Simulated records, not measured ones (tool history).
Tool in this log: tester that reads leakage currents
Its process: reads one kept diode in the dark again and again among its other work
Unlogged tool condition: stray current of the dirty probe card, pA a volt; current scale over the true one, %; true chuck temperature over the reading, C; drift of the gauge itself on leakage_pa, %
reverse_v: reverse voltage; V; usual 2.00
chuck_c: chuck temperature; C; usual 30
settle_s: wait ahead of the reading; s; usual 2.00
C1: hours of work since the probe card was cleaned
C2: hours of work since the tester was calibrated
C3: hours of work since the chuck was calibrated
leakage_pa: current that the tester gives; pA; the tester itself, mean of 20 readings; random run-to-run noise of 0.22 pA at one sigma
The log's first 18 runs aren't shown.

run 19 hour=658.5 | reverse_v=2.00 chuck_c=30 settle_s=2.00 | C1=3028 C2=917 C3=1219 | leakage_pa=65.73
-- hour=695.0 probe card cleaned and baked
run 20 hour=698.5 | reverse_v=2.00 chuck_c=30 settle_s=2.00 | C1=2 C2=937 C3=1238 | leakage_pa=60.81
run 21 hour=733.4 | reverse_v=2.00 chuck_c=30 settle_s=2.00 | C1=20 C2=955 C3=1256 | leakage_pa=60.53
run 22 hour=771.9 | reverse_v=2.00 chuck_c=30 settle_s=5.98 | C1=40 C2=975 C3=1276 | leakage_pa=60.23
run 23 hour=823.2 | reverse_v=2.00 chuck_c=30 settle_s=5.98 | C1=67 C2=1002 C3=1303 | leakage_pa=60.06
run 24 hour=864.9 | reverse_v=2.00 chuck_c=30 settle_s=5.98 | C1=89 C2=1024 C3=1325 | leakage_pa=59.81
run 25 hour=908.0 | reverse_v=2.09 chuck_c=30 settle_s=5.98 | C1=111 C2=1046 C3=1348 | leakage_pa=61.42
run 26 hour=954.8 | reverse_v=1.36 chuck_c=30 settle_s=5.98 | C1=136 C2=1071 C3=1372 | leakage_pa=47.58
run 27 hour=992.4 | reverse_v=2.00 chuck_c=48 settle_s=2.00 | C1=155 C2=1090 C3=1392 | leakage_pa=293.80
run 28 hour=1014.4 | reverse_v=6.20 chuck_c=30 settle_s=0.43 | C1=167 C2=1102 C3=1403 | leakage_pa=119.96
run 29 hour=1061.9 | reverse_v=6.20 chuck_c=30 settle_s=0.43 | C1=192 C2=1127 C3=1428 | leakage_pa=119.27
run 30 hour=1094.0 | reverse_v=6.20 chuck_c=30 settle_s=0.43 | C1=208 C2=1143 C3=1445 | leakage_pa=119.79
run 31 hour=1121.9 | reverse_v=2.00 chuck_c=32 settle_s=2.00 | C1=223 C2=1158 C3=1459 | leakage_pa=71.16
run 32 hour=1159.9 | reverse_v=1.97 chuck_c=48 settle_s=2.00 | C1=243 C2=1178 C3=1479 | leakage_pa=288.28
run 33 hour=1191.1 | reverse_v=1.97 chuck_c=48 settle_s=2.00 | C1=259 C2=1194 C3=1496 | leakage_pa=288.50
run 34 hour=1245.1 | reverse_v=2.00 chuck_c=47 settle_s=0.59 | C1=287 C2=1222 C3=1524 | leakage_pa=268.38
run 35 hour=1288.5 | reverse_v=8.65 chuck_c=57 settle_s=4.46 | C1=310 C2=1245 C3=1546 | leakage_pa=1411.38
run 36 hour=1329.9 | reverse_v=3.82 chuck_c=51 settle_s=2.00 | C1=332 C2=1267 C3=1568 | leakage_pa=541.13
run 37 hour=1378.0 | reverse_v=2.37 chuck_c=59 settle_s=2.50 | C1=357 C2=1292 C3=1593 | leakage_pa=775.34
run 38 hour=1407.8 | reverse_v=7.40 chuck_c=59 settle_s=1.39 | C1=372 C2=1307 C3=1609 | leakage_pa=1501.47
-- hour=1414.6 chuck's temperature calibrated
run 39 hour=1457.1 | reverse_v=2.00 chuck_c=43 settle_s=0.49 | C1=397 C2=1332 C3=22 | leakage_pa=233.14
run 40 hour=1495.8 | reverse_v=5.49 chuck_c=46 settle_s=2.43 | C1=417 C2=1352 C3=42 | leakage_pa=536.74
run 41 hour=1530.1 | reverse_v=15.75 chuck_c=30 settle_s=2.61 | C1=435 C2=1370 C3=60 | leakage_pa=247.30

Alternative continuations, all from the tool just after run 41; predict every row:
run A hour=1576.0 | reverse_v=1.10 chuck_c=58 settle_s=2.61 | C1=459 C2=1394 C3=84 | leakage_pa=?
run B hour=1576.0 | reverse_v=4.18 chuck_c=41 settle_s=2.61 | C1=459 C2=1394 C3=84 | leakage_pa=?
run C hour=1576.0 | reverse_v=16.29 chuck_c=29 settle_s=0.32 | C1=459 C2=1394 C3=84 | leakage_pa=?

run=A leakage_pa=553.53
run=B leakage_pa=296.84
run=C leakage_pa=245.63
Without the tool's unlogged condition, the same runs would have read:
run=A leakage_pa=553.36
run=B leakage_pa=295.30
run=C leakage_pa=239.53
